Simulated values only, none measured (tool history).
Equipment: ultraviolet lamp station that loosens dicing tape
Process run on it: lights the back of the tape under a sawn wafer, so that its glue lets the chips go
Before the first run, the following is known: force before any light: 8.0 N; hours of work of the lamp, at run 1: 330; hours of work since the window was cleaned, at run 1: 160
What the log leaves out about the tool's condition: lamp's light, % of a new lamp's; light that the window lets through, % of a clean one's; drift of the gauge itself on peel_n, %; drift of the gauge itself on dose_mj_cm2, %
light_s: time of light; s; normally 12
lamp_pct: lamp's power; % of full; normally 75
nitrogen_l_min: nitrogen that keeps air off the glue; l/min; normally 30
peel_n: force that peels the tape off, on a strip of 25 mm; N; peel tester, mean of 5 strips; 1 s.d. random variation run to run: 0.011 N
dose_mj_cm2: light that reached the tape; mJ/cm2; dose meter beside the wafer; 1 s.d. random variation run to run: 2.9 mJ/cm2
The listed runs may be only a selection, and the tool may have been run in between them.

run	day	light_s	lamp_pct	nitrogen_l_min	hours of work of the lamp	hours of work since the window was cleaned	peel_n	dose_mj_cm2
1	0	12	75	30	330	160	0.636	379
2	0.462	12	75	30	337	167	0.622	377
3	0.792	12	75	30	343	172	0.618	380
4	1.275	12	75	30	350	180	0.642	375
5	1.612	12	75	30	356	185	0.643	380
6	2.108	12	75	45	364	193	0.54	374
7	2.462	12	75	30	369	199	0.665	382
8	2.833	12	75	30	375	205	0.669	374
9	3.108	12	75	30	380	209	0.678	375
10	3.496	12	75	30	386	215	0.65	368
11	3.962	12	75	13	393	223	1.02	373
12	4.408	15	64	10	400	230	1.061	401
13	4.908	20	80	30	408	238	0.156	656
14	5.254	17	96	55	414	243	0.124	665
15	5.675	7	89	30	420	250	1.432	249
16	6.204	7	89	30	429	258	1.44	249
17	6.688	7	89	30	437	266	1.445	248
18	7.183	14	75	30	444	274	0.486	422
19	7.429	11	71	30	448	278	0.992	318

Here are 5 independent what-if runs from the current tool condition. What would each one return?
A	7.933	12	77	13	456	286	?	?
B	7.933	12	63	47	456	286	?	?
C	7.933	18	75	51	456	286	?	?
D	7.933	12	82	9	456	286	?	?
E	7.933	12	66	30	456	286	?	?

run	peel_n	dose_mj_cm2
A	1.034	372
B	0.856	297
C	0.192	536
D	1.125	390
E	0.95	313
Take away the tool's hidden state, keep each run's random variation, and the runs would have read:
run	peel_n	dose_mj_cm2
A	0.742	436
B	0.6	348
C	0.127	628
D	0.815	457
E	0.675	367
